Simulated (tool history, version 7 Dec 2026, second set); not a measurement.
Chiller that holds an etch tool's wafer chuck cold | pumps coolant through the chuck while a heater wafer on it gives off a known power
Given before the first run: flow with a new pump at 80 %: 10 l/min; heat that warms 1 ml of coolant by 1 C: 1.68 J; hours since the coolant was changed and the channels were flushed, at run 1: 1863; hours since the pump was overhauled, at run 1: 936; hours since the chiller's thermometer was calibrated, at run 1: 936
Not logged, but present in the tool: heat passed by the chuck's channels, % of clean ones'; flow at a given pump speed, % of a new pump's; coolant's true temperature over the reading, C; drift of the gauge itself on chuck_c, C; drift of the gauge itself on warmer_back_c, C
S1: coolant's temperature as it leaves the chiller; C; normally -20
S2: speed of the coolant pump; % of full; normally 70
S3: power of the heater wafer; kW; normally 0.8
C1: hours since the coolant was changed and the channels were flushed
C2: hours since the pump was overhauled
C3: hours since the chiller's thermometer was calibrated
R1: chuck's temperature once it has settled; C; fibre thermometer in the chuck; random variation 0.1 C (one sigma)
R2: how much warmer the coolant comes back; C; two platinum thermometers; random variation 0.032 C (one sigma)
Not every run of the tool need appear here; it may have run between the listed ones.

run 1 hour=0 | S1=-20 S2=70 S3=0.8 | C1=1863 C2=936 C3=936 | R1=-13.3 R2=3.31
run 2 hour=94.9 | S1=-20 S2=70 S3=0.966 | C1=1958 C2=1031 C3=1031 | R1=-11.8 R2=4.09
run 3 hour=314.4 | S1=-20 S2=99 S3=0.966 | C1=2177 C2=1251 C3=1251 | R1=-14 R2=2.66
run 4 hour=425.3 | S1=-20 S2=70 S3=0.413 | C1=2288 C2=1361 C3=1361 | R1=-16.5 R2=1.69
run 5 hour=640.2 | S1=-20 S2=70 S3=0.413 | C1=2503 C2=1576 C3=1576 | R1=-16.3 R2=1.72
run 6 hour=845.6 | S1=-15 S2=70 S3=0.413 | C1=2708 C2=1782 C3=1782 | R1=-11.6 R2=1.72
run 7 hour=1041.5 | S1=-20 S2=63 S3=0.8 | C1=2904 C2=1978 C3=1978 | R1=-12.6 R2=3.75
run 8 hour=1219.6 | S1=-20 S2=63 S3=0.8 | C1=3082 C2=2156 C3=2156 | R1=-12.6 R2=3.76
-- hour=1319.2 chiller's thermometer calibrated
run 9 hour=1357 | S1=-20 S2=63 S3=0.8 | C1=3219 C2=2292 C3=38 | R1=-12.6 R2=3.72
run 10 hour=1575.1 | S1=-20 S2=67 S3=0.8 | C1=3437 C2=2510 C3=256 | R1=-13 R2=3.53
run 11 hour=1793.8 | S1=-20 S2=67 S3=0.8 | C1=3656 C2=2729 C3=475 | R1=-13 R2=3.48
run 12 hour=1940.3 | S1=-20 S2=67 S3=0.8 | C1=3802 C2=2875 C3=621 | R1=-12.9 R2=3.52
-- hour=2045.9 coolant changed, channels flushed
run 13 hour=2091.5 | S1=-20 S2=70 S3=0.8 | C1=46 C2=3021 C3=766 | R1=-13.1 R2=3.37
run 14 hour=2268.7 | S1=-20 S2=70 S3=0.8 | C1=223 C2=3198 C3=943 | R1=-13.1 R2=3.35
run 15 hour=2363 | S1=-20 S2=70 S3=0.8 | C1=317 C2=3292 C3=1038 | R1=-13.4 R2=3.37
run 16 hour=2564.3 | S1=-20 S2=70 S3=0.8 | C1=518 C2=3493 C3=1239 | R1=-13.4 R2=3.33
run 17 hour=2664.8 | S1=-18 S2=86 S3=0.706 | C1=619 C2=3594 C3=1340 | R1=-13 R2=2.29
run 18 hour=2772.8 | S1=-11 S2=62 S3=0.473 | C1=727 C2=3702 C3=1448 | R1=-6.5 R2=2.24
run 19 hour=2925.5 | S1=-20 S2=87 S3=1.154 | C1=880 C2=3855 C3=1600 | R1=-12.2 R2=3.79
run 20 hour=3085 | S1=-20 S2=87 S3=1.154 | C1=1039 C2=4014 C3=1760 | R1=-12.4 R2=3.76
run 21 hour=3287 | S1=-23 S2=70 S3=0.886 | C1=1241 C2=4216 C3=1962 | R1=-15.6 R2=3.65
run 22 hour=3494.7 | S1=-23 S2=70 S3=0.886 | C1=1449 C2=4424 C3=2169 | R1=-15.6 R2=3.66
-- hour=3566.9 chiller's thermometer calibrated
run 23 hour=3681.1 | S1=-23 S2=70 S3=0.886 | C1=1634 C2=4609 C3=114 | R1=-15.5 R2=3.75
run 24 hour=3783.5 | S1=-23 S2=70 S3=0.886 | C1=1737 C2=4712 C3=217 | R1=-15.5 R2=3.66
-- hour=3829 coolant pump overhauled
run 25 hour=4005.1 | S1=-26 S2=70 S3=0.8 | C1=1953 C2=176 C3=433 | R1=-19.2 R2=3.32
run 26 hour=4140.6 | S1=-25 S2=62 S3=0.8 | C1=2089 C2=312 C3=569 | R1=-17.5 R2=3.86
run 27 hour=4305.1 | S1=-26 S2=66 S3=0.514 | C1=2253 C2=476 C3=733 | R1=-21.4 R2=2.27
run 28 hour=4495 | S1=-20 S2=61 S3=0.8 | C1=2443 C2=666 C3=923 | R1=-12.4 R2=3.87
run 29 hour=4690.7 | S1=-12 S2=61 S3=0.8 | C1=2639 C2=862 C3=1119 | R1=-4.3 R2=3.85
run 30 hour=4915.9 | S1=-14 S2=90 S3=0.532 | C1=2864 C2=1087 C3=1344 | R1=-10.5 R2=1.72

Below are 5 alternative next runs, each starting from the tool's condition after run 30. Predict each:
run A hour=5040.6 | S1=-14 S2=74 S3=0.469 | C1=2989 C2=1212 C3=1469 | R1=? R2=?
run B hour=5040.6 | S1=-20 S2=84 S3=0.954 | C1=2989 C2=1212 C3=1469 | R1=? R2=?
run C hour=5040.6 | S1=-20 S2=73 S3=0.8 | C1=2989 C2=1212 C3=1469 | R1=? R2=?
run D hour=5040.6 | S1=-10 S2=84 S3=0.576 | C1=2989 C2=1212 C3=1469 | R1=? R2=?
run E hour=5040.6 | S1=-23 S2=81 S3=0.8 | C1=2989 C2=1212 C3=1469 | R1=? R2=?

run=A R1=-10.3 R2=1.82
run=B R1=-13.2 R2=3.23
run=C R1=-13.6 R2=3.16
run=D R1=-6 R2=1.9
run=E R1=-17.1 R2=2.86
Had the tool no hidden state, the same runs would have come out as:
run=A R1=-10.3 R2=1.82
run=B R1=-13.2 R2=3.23
run=C R1=-13.6 R2=3.15
run=D R1=-6 R2=1.9
run=E R1=-17.1 R2=2.86
